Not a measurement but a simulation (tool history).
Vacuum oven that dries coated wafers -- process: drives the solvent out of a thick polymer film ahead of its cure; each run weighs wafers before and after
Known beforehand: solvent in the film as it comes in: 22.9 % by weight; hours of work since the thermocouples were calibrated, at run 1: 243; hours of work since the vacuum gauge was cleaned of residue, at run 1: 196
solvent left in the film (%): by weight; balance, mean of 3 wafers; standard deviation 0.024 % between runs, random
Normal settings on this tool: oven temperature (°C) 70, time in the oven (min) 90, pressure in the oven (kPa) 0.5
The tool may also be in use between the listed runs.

run    day  oven temperature (°C)  time in the oven (min)  pressure in the oven (kPa)  hours of work since the thermocouples were calibrated  hours of work since the vacuum gauge was cleaned of residue  solvent left in the film (%)
  1      0                     70                      90                         0.5                                                    243                                                          196                          1.46
  2  0.646                     70                      90                       1.083                                                    251                                                          204                          1.64
  3  1.079                     70                      90                       1.083                                                    257                                                          210                          1.62
  4  2.012                     70                      90                       1.083                                                    268                                                          222                          1.61
  5  2.812                     70                      90                         0.5                                                    278                                                          232                          1.44
  6  3.654                     70                      90                         0.5                                                    289                                                          242                          1.44
  7  4.308                     70                     128                         0.5                                                    297                                                          250                          0.61
  8  5.221                     70                      98                       1.745                                                    309                                                          262                          1.53
  9  6.212                     58                      90                         0.5                                                    321                                                          274                          6.51
 10  7.125                     65                     122                       0.301                                                    333                                                          286                          1.66

Branching from run 10: 4 alternative next runs. What would each branch give?
  A  7.783                     65                      87                       0.994                                                    341                                                          294                             ?
  B  7.783                     65                      86                       0.301                                                    341                                                          294                             ?
  C  7.783                     60                     122                       0.276                                                    341                                                          294                             ?
  D  7.783                     59                     104                       0.772                                                    341                                                          294                             ?

run  solvent left in the film (%)
  A                          3.46
  B                          3.35
  C                           3.6
  D                          5.18
Without the tool's unlogged condition, the same runs would have read:
run  solvent left in the film (%)
  A                          3.94
  B                          3.83
  C                           4.1
  D                          5.74
